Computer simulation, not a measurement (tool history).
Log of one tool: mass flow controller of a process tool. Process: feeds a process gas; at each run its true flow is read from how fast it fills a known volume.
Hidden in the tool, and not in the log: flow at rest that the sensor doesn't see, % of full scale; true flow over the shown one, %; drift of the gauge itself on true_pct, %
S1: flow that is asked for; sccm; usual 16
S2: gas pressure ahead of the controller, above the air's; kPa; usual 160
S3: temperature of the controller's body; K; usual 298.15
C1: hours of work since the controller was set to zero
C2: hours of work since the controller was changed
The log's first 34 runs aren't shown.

{"run": 35, "day": 217.679, "S1": 3, "S2": 211, "S3": 307.15, "C1": 82, "C2": 3988, "true flow (%)": 100.26}
{"run": 36, "day": 222.075, "S1": 3, "S2": 211, "S3": 307.15, "C1": 121, "C2": 4027, "true flow (%)": 100.19}
{"run": 37, "day": 226.333, "S1": 19, "S2": 185, "S3": 304.15, "C1": 158, "C2": 4064, "true flow (%)": 102.89}
{"run": 38, "day": 232.367, "S1": 19, "S2": 185, "S3": 304.15, "C1": 212, "C2": 4118, "true flow (%)": 102.92}
{"run": 39, "day": 237.283, "S1": 19, "S2": 185, "S3": 304.15, "C1": 255, "C2": 4161, "true flow (%)": 103.12}
{"run": 40, "day": 241.758, "S1": 4, "S2": 150, "S3": 308.15, "C1": 295, "C2": 4201, "true flow (%)": 100.58}
{"run": 41, "day": 247.742, "S1": 4, "S2": 150, "S3": 308.15, "C1": 348, "C2": 4254, "true flow (%)": 100.65}
{"run": 42, "day": 253.408, "S1": 16, "S2": 202, "S3": 299.15, "C1": 398, "C2": 4304, "true flow (%)": 102.85}
{"run": 43, "day": 259.454, "S1": 16, "S2": 202, "S3": 299.15, "C1": 452, "C2": 4358, "true flow (%)": 102.95}
{"run": 44, "day": 268.112, "S1": 11, "S2": 179, "S3": 295.15, "C1": 528, "C2": 4434, "true flow (%)": 102.46}
{"run": 45, "day": 276.25, "S1": 16, "S2": 274, "S3": 306.15, "C1": 600, "C2": 4506, "true flow (%)": 102.18}
{"run": 46, "day": 282.546, "S1": 11, "S2": 160, "S3": 302.15, "C1": 656, "C2": 4562, "true flow (%)": 102.39}
{"run": 47, "day": 287.367, "S1": 3, "S2": 159, "S3": 302.15, "C1": 699, "C2": 4605, "true flow (%)": 100.67}

3 ways to go on from here, each from the tool as it stands after run 47. What would each give?
{"run": "A", "day": 292.058, "S1": 3, "S2": 181, "S3": 302.15, "C1": 740, "C2": 4646, "true flow (%)": "?"}
{"run": "B", "day": 292.058, "S1": 9, "S2": 159, "S3": 302.15, "C1": 740, "C2": 4646, "true flow (%)": "?"}
{"run": "C", "day": 292.058, "S1": 3, "S2": 165, "S3": 303.15, "C1": 740, "C2": 4646, "true flow (%)": "?"}

run=A true_flow_(%)=100.47
run=B true_flow_(%)=101.9
run=C true_flow_(%)=100.74
Without the tool's hidden state the same runs would have given:
run=A true_flow_(%)=97.31
run=B true_flow_(%)=98.23
run=C true_flow_(%)=97.58
